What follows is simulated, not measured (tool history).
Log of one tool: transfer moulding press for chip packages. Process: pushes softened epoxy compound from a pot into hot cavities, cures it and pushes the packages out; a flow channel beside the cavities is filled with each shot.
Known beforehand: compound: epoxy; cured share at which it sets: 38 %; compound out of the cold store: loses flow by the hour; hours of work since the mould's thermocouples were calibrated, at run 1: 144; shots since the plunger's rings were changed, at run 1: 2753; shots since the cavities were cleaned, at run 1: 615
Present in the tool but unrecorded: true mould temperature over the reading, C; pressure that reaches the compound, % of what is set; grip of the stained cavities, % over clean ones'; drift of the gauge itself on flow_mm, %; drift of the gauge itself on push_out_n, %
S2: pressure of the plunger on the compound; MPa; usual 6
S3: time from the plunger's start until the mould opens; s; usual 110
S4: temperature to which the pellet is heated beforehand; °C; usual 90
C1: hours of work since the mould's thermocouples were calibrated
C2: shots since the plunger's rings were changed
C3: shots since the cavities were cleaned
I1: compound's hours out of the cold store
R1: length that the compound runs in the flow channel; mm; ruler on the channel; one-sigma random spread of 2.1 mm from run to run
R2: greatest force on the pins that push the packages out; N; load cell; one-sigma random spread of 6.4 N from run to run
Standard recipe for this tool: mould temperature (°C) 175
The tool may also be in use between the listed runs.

{"run": 1, "hour": 0.0, "mould temperature (°C)": 175, "S2": 6, "S3": 110, "S4": 90, "C1": 144, "C2": 2753, "C3": 615, "I1": 31.6, "R1": 521, "R2": 376}
{"run": 2, "hour": 30.3, "mould temperature (°C)": 175, "S2": 6, "S3": 109, "S4": 90, "C1": 160, "C2": 3028, "C3": 890, "I1": 34.8, "R1": 512, "R2": 392}
{"hour": 57.5, "done": "cavities cleaned with cleaning compound and waxed"}
{"run": 3, "hour": 62.3, "mould temperature (°C)": 175, "S2": 6, "S3": 110, "S4": 90, "C1": 176, "C2": 3305, "C3": 44, "I1": 40.2, "R1": 502, "R2": 257}
{"run": 4, "hour": 99.3, "mould temperature (°C)": 175, "S2": 6.94, "S3": 110, "S4": 90, "C1": 195, "C2": 3641, "C3": 380, "I1": 27.5, "R1": 556, "R2": 334}
{"run": 5, "hour": 131.5, "mould temperature (°C)": 175, "S2": 6.94, "S3": 110, "S4": 90, "C1": 212, "C2": 3934, "C3": 673, "I1": 26.5, "R1": 557, "R2": 387}
{"hour": 147.7, "done": "plunger's sealing rings changed"}
{"run": 6, "hour": 154.4, "mould temperature (°C)": 175, "S2": 6, "S3": 110, "S4": 90, "C1": 223, "C2": 61, "C3": 858, "I1": 9.7, "R1": 579, "R2": 384}
{"hour": 185.4, "done": "cavities cleaned with cleaning compound and waxed"}
{"run": 7, "hour": 185.4, "mould temperature (°C)": 175, "S2": 6.22, "S3": 110, "S4": 90, "C1": 239, "C2": 328, "C3": 0, "I1": 22, "R1": 569, "R2": 245}
{"run": 8, "hour": 215.9, "mould temperature (°C)": 175, "S2": 6.22, "S3": 110, "S4": 90, "C1": 255, "C2": 605, "C3": 277, "I1": 14.1, "R1": 578, "R2": 309}
{"run": 9, "hour": 241.6, "mould temperature (°C)": 175, "S2": 6, "S3": 110, "S4": 90, "C1": 268, "C2": 838, "C3": 510, "I1": 8.8, "R1": 575, "R2": 374}
{"run": 10, "hour": 278.3, "mould temperature (°C)": 175, "S2": 6, "S3": 110, "S4": 90, "C1": 288, "C2": 1171, "C3": 843, "I1": 35.2, "R1": 528, "R2": 383}
{"hour": 310.8, "done": "cavities cleaned with cleaning compound and waxed"}
{"run": 11, "hour": 310.8, "mould temperature (°C)": 175, "S2": 6, "S3": 110, "S4": 90, "C1": 304, "C2": 1452, "C3": 0, "I1": 36.6, "R1": 528, "R2": 243}
{"run": 12, "hour": 340.7, "mould temperature (°C)": 175, "S2": 6, "S3": 110, "S4": 84, "C1": 320, "C2": 1725, "C3": 273, "I1": 30.2, "R1": 531, "R2": 322}
{"run": 13, "hour": 371.9, "mould temperature (°C)": 175, "S2": 6, "S3": 110, "S4": 84, "C1": 336, "C2": 2007, "C3": 555, "I1": 38.1, "R1": 519, "R2": 367}
{"run": 14, "hour": 403.9, "mould temperature (°C)": 175, "S2": 6, "S3": 110, "S4": 84, "C1": 353, "C2": 2298, "C3": 846, "I1": 39.4, "R1": 515, "R2": 386}
{"hour": 437.8, "done": "cavities cleaned with cleaning compound and waxed"}
{"run": 15, "hour": 440.8, "mould temperature (°C)": 175, "S2": 6, "S3": 110, "S4": 80, "C1": 372, "C2": 2619, "C3": 27, "I1": 43.4, "R1": 504, "R2": 246}
{"run": 16, "hour": 457.9, "mould temperature (°C)": 175, "S2": 7.26, "S3": 96, "S4": 90, "C1": 381, "C2": 2775, "C3": 183, "I1": 8.9, "R1": 614, "R2": 382}
{"run": 17, "hour": 480.0, "mould temperature (°C)": 168, "S2": 4.93, "S3": 100, "S4": 95, "C1": 393, "C2": 2975, "C3": 383, "I1": 28.1, "R1": 485, "R2": 587}
{"run": 18, "hour": 517.9, "mould temperature (°C)": 168, "S2": 4.93, "S3": 100, "S4": 95, "C1": 413, "C2": 3319, "C3": 727, "I1": 10.8, "R1": 513, "R2": 681}
{"run": 19, "hour": 537.7, "mould temperature (°C)": 181, "S2": 4.93, "S3": 99, "S4": 95, "C1": 423, "C2": 3499, "C3": 907, "I1": 43.2, "R1": 439, "R2": 350}
{"hour": 564.9, "done": "cavities cleaned with cleaning compound and waxed"}
{"run": 20, "hour": 570.4, "mould temperature (°C)": 181, "S2": 4.93, "S3": 99, "S4": 95, "C1": 439, "C2": 3782, "C3": 50, "I1": 21.5, "R1": 469, "R2": 244}
{"hour": 602.5, "done": "plunger's sealing rings changed"}
{"run": 21, "hour": 604.5, "mould temperature (°C)": 183, "S2": 6.91, "S3": 133, "S4": 81, "C1": 456, "C2": 18, "C3": 337, "I1": 43.8, "R1": 548, "R2": 295}
{"run": 22, "hour": 635.7, "mould temperature (°C)": 176, "S2": 6, "S3": 96, "S4": 87, "C1": 473, "C2": 301, "C3": 620, "I1": 23.8, "R1": 555, "R2": 427}
{"hour": 667.0, "done": "mould's thermocouples calibrated"}
{"run": 23, "hour": 667.4, "mould temperature (°C)": 176, "S2": 6, "S3": 96, "S4": 87, "C1": 0, "C2": 571, "C3": 890, "I1": 14.2, "R1": 572, "R2": 473}
{"run": 24, "hour": 683.5, "mould temperature (°C)": 176, "S2": 6, "S3": 96, "S4": 87, "C1": 9, "C2": 716, "C3": 1035, "I1": 42, "R1": 520, "R2": 462}
{"hour": 695.0, "done": "cavities cleaned with cleaning compound and waxed"}
{"run": 25, "hour": 711.1, "mould temperature (°C)": 176, "S2": 6, "S3": 96, "S4": 87, "C1": 22, "C2": 954, "C3": 146, "I1": 23.7, "R1": 548, "R2": 343}
{"run": 26, "hour": 739.6, "mould temperature (°C)": 176, "S2": 6, "S3": 96, "S4": 87, "C1": 38, "C2": 1213, "C3": 405, "I1": 9.3, "R1": 570, "R2": 425}
{"run": 27, "hour": 755.9, "mould temperature (°C)": 176, "S2": 6, "S3": 96, "S4": 87, "C1": 46, "C2": 1361, "C3": 553, "I1": 23.9, "R1": 545, "R2": 411}
{"run": 28, "hour": 789.3, "mould temperature (°C)": 175, "S2": 5.44, "S3": 122, "S4": 90, "C1": 64, "C2": 1663, "C3": 855, "I1": 36, "R1": 499, "R2": 363}
{"run": 29, "hour": 815.1, "mould temperature (°C)": 175, "S2": 5.44, "S3": 138, "S4": 90, "C1": 77, "C2": 1897, "C3": 1089, "I1": 18.3, "R1": 527, "R2": 364}

Predict each of these 3 candidate next runs independently; none follows another, all start after run 29:
{"hour": 820.1, "done": "cavities cleaned with cleaning compound and waxed"}
{"run": "A", "hour": 844.9, "mould temperature (°C)": 179, "S2": 6, "S3": 110, "S4": 90, "C1": 92, "C2": 2154, "C3": 224, "I1": 40.7, "R1": "?", "R2": "?"}
{"hour": 820.1, "done": "cavities cleaned with cleaning compound and waxed"}
{"run": "B", "hour": 844.9, "mould temperature (°C)": 175, "S2": 4.77, "S3": 110, "S4": 90, "C1": 92, "C2": 2154, "C3": 224, "I1": 29.3, "R1": "?", "R2": "?"}
{"hour": 820.1, "done": "cavities cleaned with cleaning compound and waxed"}
{"run": "C", "hour": 844.9, "mould temperature (°C)": 169, "S2": 5.7, "S3": 115, "S4": 90, "C1": 92, "C2": 2154, "C3": 224, "I1": 10.3, "R1": "?", "R2": "?"}

run=A R1=506 R2=303
run=B R1=474 R2=306
run=C R1=560 R2=420
Without the tool's unlogged condition, the same runs would have read:
run=A R1=525 R2=238
run=B R1=491 R2=239
run=C R1=582 R2=333
